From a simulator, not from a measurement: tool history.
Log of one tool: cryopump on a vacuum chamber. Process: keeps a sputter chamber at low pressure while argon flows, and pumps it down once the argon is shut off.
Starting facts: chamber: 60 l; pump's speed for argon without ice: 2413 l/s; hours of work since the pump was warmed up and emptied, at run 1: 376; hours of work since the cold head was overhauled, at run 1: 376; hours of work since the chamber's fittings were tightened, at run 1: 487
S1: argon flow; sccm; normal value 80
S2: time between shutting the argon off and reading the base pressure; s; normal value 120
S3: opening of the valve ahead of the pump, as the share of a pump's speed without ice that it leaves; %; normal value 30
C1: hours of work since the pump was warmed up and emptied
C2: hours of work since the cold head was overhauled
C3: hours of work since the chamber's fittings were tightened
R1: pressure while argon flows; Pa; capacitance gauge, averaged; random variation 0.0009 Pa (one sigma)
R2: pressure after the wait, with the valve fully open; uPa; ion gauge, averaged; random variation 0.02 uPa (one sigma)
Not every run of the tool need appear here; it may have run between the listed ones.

{"run": 1, "day": 0.0, "S1": 80, "S2": 120, "S3": 30, "C1": 376, "C2": 376, "C3": 487, "R1": 0.1969, "R2": 0.89}
{"run": 2, "day": 0.996, "S1": 52, "S2": 120, "S3": 30, "C1": 387, "C2": 387, "C3": 498, "R1": 0.1276, "R2": 0.96}
{"run": 3, "day": 1.767, "S1": 80, "S2": 120, "S3": 16, "C1": 395, "C2": 395, "C3": 507, "R1": 0.3609, "R2": 0.96}
{"run": 4, "day": 2.562, "S1": 80, "S2": 120, "S3": 30, "C1": 404, "C2": 404, "C3": 515, "R1": 0.1995, "R2": 0.95}
{"run": 5, "day": 3.004, "S1": 80, "S2": 120, "S3": 30, "C1": 409, "C2": 409, "C3": 520, "R1": 0.1973, "R2": 0.96}
{"run": 6, "day": 3.446, "S1": 80, "S2": 120, "S3": 30, "C1": 414, "C2": 414, "C3": 525, "R1": 0.1984, "R2": 1.01}
{"run": 7, "day": 4.192, "S1": 80, "S2": 120, "S3": 30, "C1": 423, "C2": 423, "C3": 534, "R1": 0.1988, "R2": 1.03}
{"run": 8, "day": 5.067, "S1": 80, "S2": 154, "S3": 30, "C1": 432, "C2": 432, "C3": 544, "R1": 0.1983, "R2": 0.99}
{"run": 9, "day": 6.025, "S1": 80, "S2": 154, "S3": 30, "C1": 443, "C2": 443, "C3": 554, "R1": 0.1989, "R2": 0.97}
{"run": 10, "day": 6.892, "S1": 80, "S2": 55, "S3": 30, "C1": 453, "C2": 453, "C3": 564, "R1": 0.199, "R2": 1.18}
{"run": 11, "day": 7.425, "S1": 80, "S2": 132, "S3": 30, "C1": 459, "C2": 459, "C3": 570, "R1": 0.2004, "R2": 1.05}
{"run": 12, "day": 8.304, "S1": 80, "S2": 132, "S3": 30, "C1": 469, "C2": 469, "C3": 580, "R1": 0.202, "R2": 1.09}
{"run": 13, "day": 9.296, "S1": 80, "S2": 51, "S3": 22, "C1": 480, "C2": 480, "C3": 591, "R1": 0.2706, "R2": 1.25}
{"run": 14, "day": 9.938, "S1": 80, "S2": 26, "S3": 54, "C1": 487, "C2": 487, "C3": 598, "R1": 0.1184, "R2": 1.52}
{"run": 15, "day": 10.717, "S1": 107, "S2": 120, "S3": 21, "C1": 496, "C2": 496, "C3": 607, "R1": 0.3757, "R2": 1.12}
{"run": 16, "day": 11.338, "S1": 107, "S2": 120, "S3": 23, "C1": 503, "C2": 503, "C3": 614, "R1": 0.3432, "R2": 1.15}
{"run": 17, "day": 11.917, "S1": 107, "S2": 120, "S3": 23, "C1": 509, "C2": 509, "C3": 620, "R1": 0.3436, "R2": 1.14}
{"run": 18, "day": 12.817, "S1": 128, "S2": 148, "S3": 30, "C1": 519, "C2": 519, "C3": 630, "R1": 0.3238, "R2": 1.16}

Some steps in R1 between neighbouring runs. How much of each would the tool show without its hidden state too (settings, what came in, random variation), and how much is left for the hidden state, with any gauge scatter that isn't in both results?
Hidden state present: pump's speed, % of a pump's without ice; cold plate's temperature, K; leak into the chamber, uPa l/s; drift of the gauge itself on working_pa, %; drift of the gauge itself on base_upa, %.
Run 14 -> 15: S1 80 -> 107, S2 26 -> 120, S3 54 -> 21. R1 +0.2573 Pa: hidden state +0.0051, all else +0.2522.

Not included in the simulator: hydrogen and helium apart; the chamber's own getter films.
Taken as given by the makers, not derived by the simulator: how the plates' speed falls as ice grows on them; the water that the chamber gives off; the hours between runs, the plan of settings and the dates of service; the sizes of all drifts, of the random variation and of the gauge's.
